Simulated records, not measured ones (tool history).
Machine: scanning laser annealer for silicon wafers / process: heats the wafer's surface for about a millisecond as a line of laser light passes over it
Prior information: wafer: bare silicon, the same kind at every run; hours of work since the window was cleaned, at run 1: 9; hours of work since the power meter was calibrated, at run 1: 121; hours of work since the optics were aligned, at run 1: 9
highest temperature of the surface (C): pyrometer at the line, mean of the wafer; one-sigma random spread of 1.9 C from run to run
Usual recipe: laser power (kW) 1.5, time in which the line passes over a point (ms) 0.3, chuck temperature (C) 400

| run | day | laser power (kW) | time in which the line passes over a point (ms) | chuck temperature (C) | hours of work since the window was cleaned | hours of work since the power meter was calibrated | hours of work since the optics were aligned | highest temperature of the surface (C) |
|---|---|---|---|---|---|---|---|---|
| 1 | 0 | 1.5 | 0.3 | 400 | 9 | 121 | 9 | 1144 |
| 2 | 3.125 | 1.5 | 0.3 | 400 | 40 | 151 | 40 | 1141 |
| 3 | 4.629 | 1.5 | 0.3 | 400 | 54 | 166 | 54 | 1140 |
| 4 | 6.558 | 1.5 | 0.3 | 400 | 73 | 185 | 73 | 1139 |
| 5 | 8.179 | 1.5 | 0.3 | 400 | 89 | 201 | 89 | 1137 |
| 6 | 10.5 | 1.5 | 0.3 | 400 | 112 | 223 | 112 | 1134 |
| 7 | 13.704 | 1.5 | 0.342 | 400 | 143 | 255 | 143 | 1188 |
| 8 | 15.1 | 1.5 | 0.3 | 400 | 157 | 268 | 157 | 1135 |
| 9 | 16.825 | 1.54 | 0.3 | 400 | 174 | 285 | 174 | 1154 |
| 10 | 18.717 | 1.479 | 0.3 | 400 | 192 | 303 | 192 | 1120 |
| 11 | 21.875 | 1.554 | 0.3 | 400 | 223 | 334 | 223 | 1158 |
| 12 | 23.742 | 1.554 | 0.3 | 400 | 241 | 353 | 241 | 1162 |
| 13 | 25.854 | 1.554 | 0.3 | 400 | 262 | 373 | 262 | 1153 |
| 14 | 28.379 | 1.554 | 0.3 | 400 | 286 | 398 | 286 | 1155 |
| 15 | 31.058 | 1.5 | 0.219 | 400 | 313 | 424 | 313 | 1014 |
| 16 | 32.521 | 1.5 | 0.219 | 400 | 327 | 438 | 327 | 1012 |
| 17 | 34.25 | 1.5 | 0.3 | 406 | 344 | 455 | 344 | 1136 |
| 18 | 36.233 | 1.5 | 0.3 | 406 | 363 | 475 | 363 | 1132 |
| 19 | 37.846 | 1.5 | 0.3 | 400 | 379 | 490 | 379 | 1124 |
| 20 | 40.025 | 1.5 | 0.3 | 400 | 400 | 512 | 400 | 1124 |
| 21 | 41.646 | 1.5 | 0.3 | 400 | 416 | 527 | 416 | 1124 |
| 22 | 43.558 | 1.5 | 0.3 | 431 | 435 | 546 | 435 | 1155 |
| 23 | 45.567 | 1.289 | 0.332 | 399 | 454 | 566 | 454 | 1049 |
| 24 | 47.558 | 1.524 | 0.213 | 406 | 474 | 585 | 474 | 1018 |
| 25 | 49.333 | 1.524 | 0.363 | 380 | 491 | 602 | 491 | 1190 |
| 26 | 52.033 | 1.524 | 0.363 | 380 | 517 | 629 | 517 | 1193 |
|  | 52.383 | window over the wafer cleaned |
| 27 | 53.821 | 1.59 | 0.358 | 400 | 14 | 645 | 534 | 1265 |
| 28 | 55.496 | 1.511 | 0.271 | 400 | 30 | 662 | 550 | 1105 |
| 29 | 56.875 | 1.5 | 0.372 | 419 | 44 | 675 | 564 | 1249 |
| 30 | 59.75 | 1.5 | 0.372 | 419 | 72 | 703 | 592 | 1249 |
| 31 | 62.5 | 1.571 | 0.311 | 367 | 99 | 730 | 619 | 1157 |
| 32 | 64.717 | 1.5 | 0.301 | 400 | 120 | 752 | 640 | 1135 |
| 33 | 66.15 | 1.295 | 0.349 | 424 | 134 | 766 | 654 | 1110 |
| 34 | 67.592 | 1.444 | 0.3 | 400 | 149 | 780 | 669 | 1109 |
| 35 | 70.6 | 1.566 | 0.262 | 431 | 178 | 809 | 698 | 1145 |
| 36 | 72.225 | 1.5 | 0.213 | 406 | 194 | 825 | 714 | 1014 |
| 37 | 73.917 | 1.5 | 0.213 | 406 | 210 | 842 | 730 | 1016 |
| 38 | 75.3 | 1.5 | 0.241 | 395 | 224 | 855 | 744 | 1048 |
| 39 | 77.396 | 1.5 | 0.241 | 395 | 244 | 876 | 764 | 1044 |
| 40 | 78.742 | 1.279 | 0.346 | 438 | 257 | 889 | 777 | 1108 |
| 41 | 80.712 | 1.5 | 0.3 | 377 | 277 | 908 | 797 | 1110 |

Hidden state or all else? Some run-to-run changes of highest temperature of the surface (C), split into what the settings, what came in and random variation would give without the hidden state, and what is left for the hidden state (with any gauge scatter that isn't in both results):
Hidden conditions of the tool in this case: light that passes the window, % of a clean one's; laser's true power over the reading, %; width of the line over the set one, %; drift of the gauge itself on peak_c, C.
Run 16 -> 17: time in which the line passes over a point (ms) 0.219 -> 0.3, chuck temperature (C) 400 -> 406. highest temperature of the surface (C) +124: hidden state -4, all else +128.
Run 24 -> 25: time in which the line passes over a point (ms) 0.213 -> 0.363, chuck temperature (C) 406 -> 380. highest temperature of the surface (C) +172: hidden state -7, all else +179.
Run 26 -> 27: laser power (kW) 1.524 -> 1.59, time in which the line passes over a point (ms) 0.363 -> 0.358, chuck temperature (C) 380 -> 400, window over the wafer cleaned. highest temperature of the surface (C) +72: hidden state +26, all else +46.
Run 27 -> 28: laser power (kW) 1.59 -> 1.511, time in which the line passes over a point (ms) 0.358 -> 0.271. highest temperature of the surface (C) -160: hidden state +1, all else -161.
Run 28 -> 29: laser power (kW) 1.511 -> 1.5, time in which the line passes over a point (ms) 0.271 -> 0.372, chuck temperature (C) 400 -> 419. highest temperature of the surface (C) +144: hidden state -2, all else +146.
